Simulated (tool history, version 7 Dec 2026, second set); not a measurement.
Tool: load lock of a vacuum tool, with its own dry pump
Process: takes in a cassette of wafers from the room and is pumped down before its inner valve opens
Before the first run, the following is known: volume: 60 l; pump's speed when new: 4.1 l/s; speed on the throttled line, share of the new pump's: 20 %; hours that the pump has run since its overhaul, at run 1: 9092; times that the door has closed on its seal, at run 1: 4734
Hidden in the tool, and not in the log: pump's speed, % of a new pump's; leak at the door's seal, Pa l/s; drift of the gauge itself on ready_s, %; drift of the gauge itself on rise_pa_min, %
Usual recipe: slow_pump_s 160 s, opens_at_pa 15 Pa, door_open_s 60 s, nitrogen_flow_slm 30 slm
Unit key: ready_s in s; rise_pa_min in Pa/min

run	hour	slow_pump_s	opens_at_pa	door_open_s	nitrogen_flow_slm	hours that the pump has run since its overhaul	times that the door has closed on its seal	incoming humidity of the room's air, %	ready_s	rise_pa_min
1	0	160	15	60	30	9092	4734	43.7	267.9	0.052
2	62.2	269	15	60	30	9154	4862	47.7	353.2	0.053
3	133.9	160	15	60	5	9226	5009	43.1	268.9	0.081
4	213.1	160	15	60	8	9305	5172	44.2	270	0.081
5	277.6	160	15	60	8	9370	5305	42.4	268.3	0.085
6	360.3	160	15	60	30	9452	5475	45	271	0.059
7	450.5	160	15	60	30	9543	5661	44.2	270.4	0.059
8	499.1	160	15	60	11	9591	5761	46.1	269.2	0.077
9	558.3	160	11	60	11	9650	5883	44.5	273.9	0.074
10	644.7	160	15	60	30	9737	6060	41.7	268	0.055
11	727.9	215	15	60	30	9820	6232	45	311.9	0.06
12	802.1	160	15	60	30	9894	6384	43.5	269.5	0.064
13	839.8	160	16	60	30	9932	6462	46	268.3	0.063
14	884.8	160	15	60	30	9977	6555	47.9	268.6	0.065
15	964.9	163	11	34	30	10057	6719	44.2	277.8	0.054
16	1013.4	163	11	34	30	10106	6819	43.3	277.2	0.056
17	1062.7	160	15	60	30	10155	6921	45	269.2	0.062
18	1139.9	160	14	131	13	10232	7080	44.8	271.8	0.11
19	1203.7	170	29	29	30	10296	7211	44.5	265.7	0.057
20	1254.1	256	19	149	17	10346	7315	43.8	338.8	0.102
21	1316.5	131	15	44	30	10409	7443	49	247.2	0.068
22	1360	215	15	29	30	10452	7533	44.8	313.1	0.055
23	1404.9	215	15	29	30	10497	7625	44.8	311.2	0.056
24	1446.9	215	15	29	30	10539	7711	42	311.2	0.053
25	1533.3	160	15	128	26	10625	7889	47.2	270.3	0.102
26	1588.8	160	11	110	26	10681	8003	41.4	275.9	0.081
27	1679.7	130	28	45	21	10772	8191	48.5	237.1	0.076

What if the next run were any one of these 4? Each begins from the tool's condition after run 27:
A	1735.6	130	28	45	5	10828	8306	48.3	?	?
B	1735.6	130	21	110	21	10828	8306	45.1	?	?
C	1735.6	265	28	45	21	10828	8306	44.7	?	?
D	1735.6	160	17	60	43	10828	8306	44.3	?	?

run	ready_s	rise_pa_min
A	238.2	0.089
B	242.1	0.094
C	341.9	0.074
D	268.9	0.06
Take away the tool's hidden state, keep each run's random variation, and the runs would have read:
run	ready_s	rise_pa_min
A	225.5	0.057
B	228.8	0.061
C	332.9	0.041
D	256	0.028

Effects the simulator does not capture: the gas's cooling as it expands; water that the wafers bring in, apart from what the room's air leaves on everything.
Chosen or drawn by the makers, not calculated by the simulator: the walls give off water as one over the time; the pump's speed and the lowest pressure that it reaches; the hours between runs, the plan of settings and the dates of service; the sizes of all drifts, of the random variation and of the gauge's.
